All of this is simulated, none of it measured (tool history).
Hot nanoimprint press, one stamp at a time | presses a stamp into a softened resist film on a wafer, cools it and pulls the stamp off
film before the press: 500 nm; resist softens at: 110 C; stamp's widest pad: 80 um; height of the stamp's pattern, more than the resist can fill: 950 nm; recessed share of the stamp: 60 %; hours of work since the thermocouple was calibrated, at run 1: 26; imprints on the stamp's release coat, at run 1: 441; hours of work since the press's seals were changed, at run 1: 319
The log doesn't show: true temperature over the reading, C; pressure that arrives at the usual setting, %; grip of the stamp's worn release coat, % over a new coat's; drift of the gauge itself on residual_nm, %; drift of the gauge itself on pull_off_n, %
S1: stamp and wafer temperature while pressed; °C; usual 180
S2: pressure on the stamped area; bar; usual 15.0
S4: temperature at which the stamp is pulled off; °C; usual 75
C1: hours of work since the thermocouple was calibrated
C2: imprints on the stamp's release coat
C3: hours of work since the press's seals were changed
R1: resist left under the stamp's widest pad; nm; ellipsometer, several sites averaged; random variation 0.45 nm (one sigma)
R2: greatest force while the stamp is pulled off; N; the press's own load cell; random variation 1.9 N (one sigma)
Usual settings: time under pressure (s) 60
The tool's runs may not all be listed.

Run 1, day 0.000: usual settings; C1 26; C2 441; C3 319. Result: R1 296.6 nm, R2 143 N.
Run 2, day 0.279: usual settings but S4 74 °C; C1 31; C2 459; C3 324. Result: R1 296.6 nm, R2 147 N.
Run 3, day 0.542: usual settings but S2 22.7 bar, S4 74 °C; C1 35; C2 476; C3 329. Result: R1 246.5 nm, R2 150 N.
Run 4, day 1.000: usual settings; C1 44; C2 506; C3 337. Result: R1 297.8 nm, R2 147 N.
Run 5, day 1.312: usual settings; C1 49; C2 527; C3 343. Result: R1 296.3 nm, R2 147 N.
Run 6, day 1.750: usual settings; C1 57; C2 556; C3 351. Result: R1 296.6 nm, R2 146 N.
Run 7, day 1.958: usual settings; C1 61; C2 570; C3 354. Result: R1 295.8 nm, R2 149 N.
Run 8, day 2.304: usual settings; C1 67; C2 592; C3 361. Result: R1 296.8 nm, R2 146 N.
Run 9, day 2.512: usual settings; C1 71; C2 606; C3 364. Result: R1 296.6 nm, R2 147 N.
Run 10, day 2.888: usual settings; C1 78; C2 631; C3 371. Result: R1 297.1 nm, R2 144 N.
Run 11, day 3.258: usual settings; C1 84; C2 655; C3 378. Result: R1 296.9 nm, R2 144 N.
Run 12, day 3.642: usual settings but time under pressure (s) 107, S4 68 °C; C1 91; C2 681; C3 385. Result: R1 246.9 nm, R2 153 N.

Forecast each of these 4 alternatives for the next run:
Run A, day 3.983: usual settings but S1 189 °C, S2 10.0 bar, time under pressure (s) 48; C1 97; C2 703; C3 391. Result: R1 ?, R2 ?.
Run B, day 3.983: usual settings but S1 187 °C, S2 19.1 bar, time under pressure (s) 107, S4 67 °C; C1 97; C2 703; C3 391. Result: R1 ?, R2 ?.
Run C, day 3.983: usual settings but time under pressure (s) 107, S4 79 °C; C1 97; C2 703; C3 391. Result: R1 ?, R2 ?.
Run D, day 3.983: usual settings but S2 10.2 bar; C1 97; C2 703; C3 391. Result: R1 ?, R2 ?.

run     R1   R2
  A  279.8  150
  B  163.3  154
  C  246.3  141
  D  344.3  146
Without the tool's hidden state the same runs would have given:
run     R1   R2
  A  279.7  150
  B  163.3  153
  C  246.3  140
  D  344.3  145
